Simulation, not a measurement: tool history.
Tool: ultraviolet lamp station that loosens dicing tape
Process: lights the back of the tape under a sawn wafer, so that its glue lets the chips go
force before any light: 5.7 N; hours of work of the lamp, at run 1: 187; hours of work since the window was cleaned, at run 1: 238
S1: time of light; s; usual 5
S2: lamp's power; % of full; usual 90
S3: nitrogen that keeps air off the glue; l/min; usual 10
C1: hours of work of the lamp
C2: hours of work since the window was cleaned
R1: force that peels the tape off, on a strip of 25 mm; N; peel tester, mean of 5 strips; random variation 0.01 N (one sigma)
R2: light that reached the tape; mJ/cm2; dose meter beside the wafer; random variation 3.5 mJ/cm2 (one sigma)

run	hour	S1	S2	S3	C1	C2	R1	R2
1	0	5	90	10	187	238	0.546	500
2	7.5	3	90	10	193	244	1.239	300
3	16.5	3	75	10	200	251	1.599	250
4	20.7	3	75	10	203	255	1.587	249
5	25.5	5	90	10	207	259	0.545	497
6	30.8	5	90	10	211	263	0.561	498
7	36.7	5	90	10	216	267	0.569	498
8	41.5	5	90	10	220	271	0.561	496
9	48	5	90	10	225	276	0.546	492
10	55.2	2	89	9	231	282	2.224	191
11	60.1	2	89	3	235	286	3.066	194
12	66.1	2	89	3	239	291	3.097	194
13	75.7	6	62	7	247	298	1	399
14	81.2	3	90	10	251	303	1.356	295
15	87.9	3	90	10	256	308	1.393	294
16	94	3	96	4	261	313	1.927	305

Measured less the same run without the tool's hidden state. The same run-to-run variation is in both; the gauge's scatter may not be:
The hidden state here: lamp's light, % of a new lamp's; light that the window lets through, % of a clean one's; drift of the gauge itself on peel_n, %; drift of the gauge itself on dose_mj_cm2, %.
run	R1	R2
1	+0.112	-75
2	+0.233	-46
3	+0.274	-39
4	+0.273	-40
5	+0.124	-81
6	+0.127	-83
7	+0.13	-85
8	+0.131	-84
9	+0.131	-87
10	+0.339	-35
11	+0.322	-36
12	+0.329	-35
13	+0.244	-77
14	+0.305	-57
15	+0.317	-58
16	+0.361	-61
